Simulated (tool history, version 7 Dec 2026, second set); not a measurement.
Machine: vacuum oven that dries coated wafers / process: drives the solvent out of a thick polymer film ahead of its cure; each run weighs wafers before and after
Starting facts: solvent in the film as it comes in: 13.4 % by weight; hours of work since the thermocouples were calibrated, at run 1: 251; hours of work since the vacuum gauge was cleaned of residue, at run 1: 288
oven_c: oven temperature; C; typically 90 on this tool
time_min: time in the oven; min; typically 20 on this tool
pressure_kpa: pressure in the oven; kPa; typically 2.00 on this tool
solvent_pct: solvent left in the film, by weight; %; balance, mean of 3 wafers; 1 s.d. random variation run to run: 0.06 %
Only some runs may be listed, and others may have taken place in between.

run     day  oven_c  time_min  pressure_kpa  hours of work since the thermocouples were calibrated  hours of work since the vacuum gauge was cleaned of residue  solvent_pct
  1   0.000      90        20          2.00                                                    251                                                          288         3.63
  2   0.696      90        24          2.00                                                    263                                                          300         3.41
  3   1.033      90        20          2.00                                                    269                                                          305         3.64
  4   1.492      90        20          2.00                                                    276                                                          313         3.62
  5   2.179      90        20          2.00                                                    288                                                          325         3.68
  6   2.642      90        35          2.00                                                    296                                                          332         3.09
  7   3.046      90        35          2.00                                                    303                                                          339         3.22
  8   3.400      90        35          2.00                                                    309                                                          345         3.17
  9   3.829      90        35          2.00                                                    316                                                          352         3.30
 10   4.608      90        20          3.36                                                    329                                                          366         5.42
 11   5.408      90        20          3.36                                                    342                                                          379         5.69
 12   6.012      90        20          2.00                                                    353                                                          389         3.75
 13   6.683      90        20          2.00                                                    364                                                          401         3.71
 14   7.050      90        20          2.00                                                    370                                                          407         3.69
 15   7.538      90        20          2.00                                                    378                                                          415         3.77
 16   8.150      90        20          2.00                                                    389                                                          425         3.79
 17   8.967      90        20          2.00                                                    402                                                          439         3.76
 18   9.729     102        20          2.00                                                    415                                                          452         2.23
 19  10.108     102        20          2.00                                                    422                                                          458         2.09
 20  10.625     102        20          2.00                                                    430                                                          467         2.20
 21  11.196     102        29          2.00                                                    440                                                          477         2.11
 22  12.021     102        29          2.00                                                    454                                                          491         2.08
 23  12.558     101        10          1.66                                                    463                                                          500         2.62
 24  13.121     101        10          1.66                                                    472                                                          509         2.68
 25  13.492     101        10          1.66                                                    479                                                          515         2.74
 26  13.958      90        14          4.31                                                    487                                                          523         7.48
 27  14.442      95        14          4.31                                                    495                                                          531         6.10
 28  14.783      95        14          4.31                                                    500                                                          537         5.98
 29  15.154      93        28          2.72                                                    507                                                          543         4.04
 30  15.621      94        29          1.66                                                    515                                                          551         2.52
 31  16.125      98        11          2.00                                                    523                                                          560         3.29
 32  16.950      91        12          7.56                                                    537                                                          574        11.37
 33  17.471      90        25          1.62                                                    546                                                          583         3.16
 34  17.946      90        25          1.62                                                    554                                                          591         3.10
 35  18.592      96        25          1.62                                                    565                                                          601         2.39
 36  19.308      96        25          1.62                                                    577                                                          613         2.35
 37  19.962      90        31          5.51                                                    588                                                          625         8.71
 38  20.317      88        21          2.00                                                    594                                                          630         4.41
 39  21.083      88        21          1.69                                                    607                                                          643         3.89
 40  21.504      79        21          1.69                                                    614                                                          651         6.27
 41  21.975      93        12          1.69                                                    622                                                          658         4.00
 42  22.442      93        12          1.69                                                    630                                                          666         3.99

For each run, the measured value with the value that run would have given without the tool's hidden condition subtracted. The run-to-run variation is shared by both, the gauge scatter possibly not:
Hidden conditions of the tool in this case: true wafer temperature over the reading, C; true pressure over the reading, kPa; drift of the gauge itself on solvent_pct, %.
run  solvent_pct
  1        +0.31
  2        +0.30
  3        +0.33
  4        +0.34
  5        +0.35
  6        +0.31
  7        +0.32
  8        +0.33
  9        +0.34
 10        +0.44
 11        +0.47
 12        +0.42
 13        +0.43
 14        +0.44
 15        +0.44
 16        +0.46
 17        +0.46
 18        +0.28
 19        +0.28
 20        +0.29
 21        +0.28
 22        +0.28
 23        +0.39
 24        +0.41
 25        +0.41
 26        +0.68
 27        +0.60
 28        +0.60
 29        +0.51
 30        +0.44
 31        +0.49
 32        +0.84
 33        +0.58
 34        +0.60
 35        +0.45
 36        +0.46
 37        +0.88
 38        +0.74
 39        +0.73
 40        +0.98
 41        +0.68
 42        +0.69
